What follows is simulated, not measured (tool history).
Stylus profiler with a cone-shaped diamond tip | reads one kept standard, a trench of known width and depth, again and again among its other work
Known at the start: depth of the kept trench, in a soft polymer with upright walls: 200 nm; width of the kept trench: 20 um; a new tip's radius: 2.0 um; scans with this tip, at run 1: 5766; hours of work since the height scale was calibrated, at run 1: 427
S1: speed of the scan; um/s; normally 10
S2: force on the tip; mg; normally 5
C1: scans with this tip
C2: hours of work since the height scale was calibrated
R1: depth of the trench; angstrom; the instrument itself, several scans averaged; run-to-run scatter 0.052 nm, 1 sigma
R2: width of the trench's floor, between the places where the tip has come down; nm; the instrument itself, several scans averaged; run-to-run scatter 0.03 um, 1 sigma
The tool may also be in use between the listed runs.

run	day	S1	S2	C1	C2	R1	R2
1	0	10	5	5766	427	2022.8	17690
2	0.692	7	5	5928	439	2023.9	17720
3	1.188	38	5	6045	448	2023.7	17540
4	1.808	38	5	6190	458	2023.7	17560
5	2.496	10	5	6350	470	2022.8	17640
6	3.229	10	5	6523	483	2023.3	17650
7	3.858	13	5.25	6670	494	2023.7	17590
8	4.679	2	9.67	6862	508	2034.7	17670
9	5.138	12	7.52	6970	516	2030	17670
10	5.558	2	8.5	7068	523	2032.7	17640
11	6.454	34	4.31	7278	539	2021.4	17500
12	6.954	34	4.31	7395	548	2021.7	17470

Below are 3 alternative next runs, each starting from the tool's condition after run 12. Predict each:
A	7.492	5	1.89	7521	557	?	?
B	7.492	34	5.09	7521	557	?	?
C	7.492	4	6.28	7521	557	?	?

run	R1	R2
A	2014	17610
B	2024.3	17490
C	2028.4	17520
Had the tool no hidden state, the same runs would have come out as:
run	R1	R2
A	2010.5	18260
B	2020.8	18130
C	2024.8	18160
